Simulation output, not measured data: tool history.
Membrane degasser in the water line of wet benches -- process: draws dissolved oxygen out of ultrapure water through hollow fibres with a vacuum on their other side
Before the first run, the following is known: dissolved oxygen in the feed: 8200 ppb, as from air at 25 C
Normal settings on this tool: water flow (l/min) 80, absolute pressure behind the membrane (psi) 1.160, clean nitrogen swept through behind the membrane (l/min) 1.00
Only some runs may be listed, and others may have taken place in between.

run,hour,water flow (l/min),absolute pressure behind the membrane (psi),clean nitrogen swept through behind the membrane (l/min),dissolved oxygen in the water behind the degasser (ppb),pressure that the water loses in the fibres (psi)
1,0.0,80,1.160,1.00,645.3,7.335
2,62.8,80,1.160,1.00,642.9,7.380
3,124.0,80,1.160,1.00,642.3,7.355
# hour 133.9: vacuum gauge calibrated
4,175.1,80,1.160,1.98,407.2,7.355
5,238.7,80,1.160,1.98,402.5,7.380
6,287.1,80,1.160,1.98,407.8,7.398
# hour 304.6: vacuum gauge calibrated, once more
7,320.9,80,1.160,1.98,384.8,7.349
8,353.8,80,1.160,1.00,614.9,7.335
9,395.9,80,1.160,2.81,296.2,7.356
10,433.6,80,1.160,1.45,486.8,7.358
11,501.4,80,1.160,1.00,618.8,7.316
12,567.2,80,1.160,1.00,619.5,7.359
13,625.9,80,1.160,1.00,622.6,7.329
14,660.9,80,1.160,1.00,626.0,7.336
15,706.6,80,1.160,1.00,624.3,7.329
16,757.8,80,1.160,1.00,624.8,7.343
17,819.0,111,1.160,1.00,793.4,10.218
18,855.0,80,1.297,1.00,734.2,7.391
19,908.3,80,1.297,1.00,738.3,7.380
20,973.2,57,1.311,1.00,590.1,5.263
21,1032.1,57,1.311,1.00,583.6,5.242
22,1064.9,96,0.998,2.39,320.6,8.892
23,1093.1,96,1.166,2.39,405.7,8.869
24,1152.6,96,1.166,0.89,764.9,8.857
25,1201.6,121,0.808,0.64,571.4,11.090
26,1241.0,121,0.808,0.64,573.9,11.211
27,1293.5,103,1.233,0.41,1247.5,9.520
28,1353.8,103,1.233,0.41,1245.4,9.584
29,1385.5,103,1.233,0.41,1255.4,9.541
30,1448.6,80,1.487,0.55,1247.6,7.401
31,1508.8,51,1.089,1.00,407.2,4.712

Alternative continuations, all from the tool just after run 31; predict every row:
A,1542.2,86,1.089,1.00,?,?
B,1542.2,104,2.251,1.00,?,?
C,1542.2,71,1.089,1.00,?,?
D,1542.2,80,1.160,1.64,?,?
E,1542.2,80,0.834,1.00,?,?

run,dissolved oxygen in the water behind the degasser (ppb),pressure that the water loses in the fibres (psi)
A,599.9,7.896
B,1705.4,9.596
C,515.1,6.564
D,448.9,7.381
E,357.5,7.404
Without the tool's hidden state the same runs would have given:
run,dissolved oxygen in the water behind the degasser (ppb),pressure that the water loses in the fibres (psi)
A,590.4,7.777
B,1698.3,9.452
C,507.2,6.466
D,441.5,7.271
E,347.6,7.292
